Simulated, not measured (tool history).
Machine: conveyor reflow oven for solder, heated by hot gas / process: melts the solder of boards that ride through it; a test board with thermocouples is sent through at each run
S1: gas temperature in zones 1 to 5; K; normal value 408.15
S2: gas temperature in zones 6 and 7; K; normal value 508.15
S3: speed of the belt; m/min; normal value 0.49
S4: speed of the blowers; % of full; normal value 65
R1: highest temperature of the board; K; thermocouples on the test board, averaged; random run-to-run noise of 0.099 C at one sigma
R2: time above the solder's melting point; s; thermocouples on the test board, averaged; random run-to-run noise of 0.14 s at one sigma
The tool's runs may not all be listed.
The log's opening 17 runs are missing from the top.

| run | hour | S1 | S2 | S3 | S4 | R1 | R2 |
|---|---|---|---|---|---|---|---|
| 18 | 576.1 | 408.15 | 502.15 | 0.49 | 65 | 482.23 | 62.1 |
| 19 | 614.3 | 408.15 | 502.15 | 0.49 | 65 | 482.14 | 62.3 |
| 20 | 642.2 | 408.15 | 502.15 | 0.585 | 86 | 479.75 | 48.5 |
| 21 | 677 | 413.15 | 518.15 | 0.525 | 66 | 493.88 | 72.2 |
| 22 | 718.9 | 394.15 | 504.15 | 0.525 | 66 | 477.56 | 46.3 |
| 23 | 765.6 | 404.15 | 508.15 | 0.457 | 72 | 490.09 | 75.8 |
| 24 | 786.6 | 420.15 | 522.15 | 0.438 | 72 | 506.58 | 102.5 |
| 25 | 810.6 | 420.15 | 499.15 | 0.477 | 80 | 485.42 | 75.4 |
| 26 | 833 | 397.15 | 499.15 | 0.574 | 55 | 467.16 | 25.6 |
| 27 | 875.2 | 408.15 | 511.15 | 0.495 | 65 | 488.77 | 69.4 |
|  | 906 | belt drive overhauled, speed set with a stopwatch |
| 28 | 907.9 | 413.15 | 518.15 | 0.417 | 83 | 504.47 | 101.3 |
| 29 | 956.7 | 413.15 | 518.15 | 0.469 | 68 | 497.64 | 84.1 |
| 30 | 977.7 | 413.15 | 518.15 | 0.469 | 68 | 497.74 | 83.9 |
| 31 | 1006.4 | 412.15 | 514.15 | 0.469 | 72 | 495.02 | 80.8 |

Below are 4 alternative next runs, each starting from the tool's condition after run 31. Predict each:
| A | 1044.1 | 403.15 | 516.15 | 0.49 | 65 | ? | ? |
| B | 1044.1 | 401.15 | 510.15 | 0.49 | 77 | ? | ? |
| C | 1044.1 | 398.15 | 502.15 | 0.49 | 72 | ? | ? |
| D | 1044.1 | 403.15 | 508.15 | 0.399 | 64 | ? | ? |

| run | R1 | R2 |
|---|---|---|
| A | 491.28 | 69.7 |
| B | 488.32 | 65.8 |
| C | 480.07 | 54.4 |
| D | 492.25 | 88.3 |
Without the tool's unlogged condition, the same runs would have read:
| run | R1 | R2 |
|---|---|---|
| A | 492.66 | 71.4 |
| B | 489.73 | 67.8 |
| C | 481.39 | 56.8 |
| D | 492.93 | 89.5 |
